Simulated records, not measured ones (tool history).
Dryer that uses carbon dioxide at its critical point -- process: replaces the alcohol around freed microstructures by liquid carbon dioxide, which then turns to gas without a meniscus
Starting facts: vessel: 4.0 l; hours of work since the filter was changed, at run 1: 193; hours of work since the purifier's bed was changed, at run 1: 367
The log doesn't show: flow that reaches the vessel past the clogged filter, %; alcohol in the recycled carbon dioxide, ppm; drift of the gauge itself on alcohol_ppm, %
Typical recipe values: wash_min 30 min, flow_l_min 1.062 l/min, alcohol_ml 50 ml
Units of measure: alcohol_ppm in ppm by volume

run,day,wash_min,flow_l_min,alcohol_ml,hours of work since the filter was changed,hours of work since the purifier's bed was changed,alcohol_ppm
1,0.000,30,1.062,50,193,367,142
2,0.579,30,1.062,50,203,377,141
3,0.883,30,1.062,60,209,383,143
4,1.446,30,1.470,50,219,393,132
5,1.800,30,1.350,50,225,399,143
6,2.371,30,1.062,50,235,409,147
7,2.667,30,1.062,50,240,414,150
8,2.971,30,1.750,50,246,420,142
9,3.275,30,1.750,50,251,425,144
10,3.667,28,1.062,50,258,432,165
11,4.017,28,0.680,50,264,438,397
12,4.346,28,0.680,50,270,444,390
13,4.767,30,1.610,50,277,451,157
14,5.004,46,1.150,50,282,456,153
15,5.250,46,1.800,62,286,460,153
16,5.717,29,1.600,62,294,468,159
17,6.175,38,1.600,44,302,476,160
18,6.517,33,0.880,43,308,482,196
19,6.838,30,1.062,102,314,488,204
20,7.104,30,1.000,33,319,493,191
21,7.550,40,1.800,104,327,501,168
22,8.033,40,1.800,104,335,509,176
23,8.300,27,1.470,38,340,514,178

Branching from run 23: 4 alternative next runs. What would each branch give?
A,8.596,25,1.062,50,345,519,?
B,8.596,28,1.470,28,345,519,?
C,8.596,22,1.070,111,345,519,?
D,8.596,30,1.370,50,345,519,?

run,alcohol_ppm
A,253
B,166
C,425
D,186
Take away the tool's hidden state, keep each run's random variation, and the runs would have read:
run,alcohol_ppm
A,39
B,0
C,119
D,12
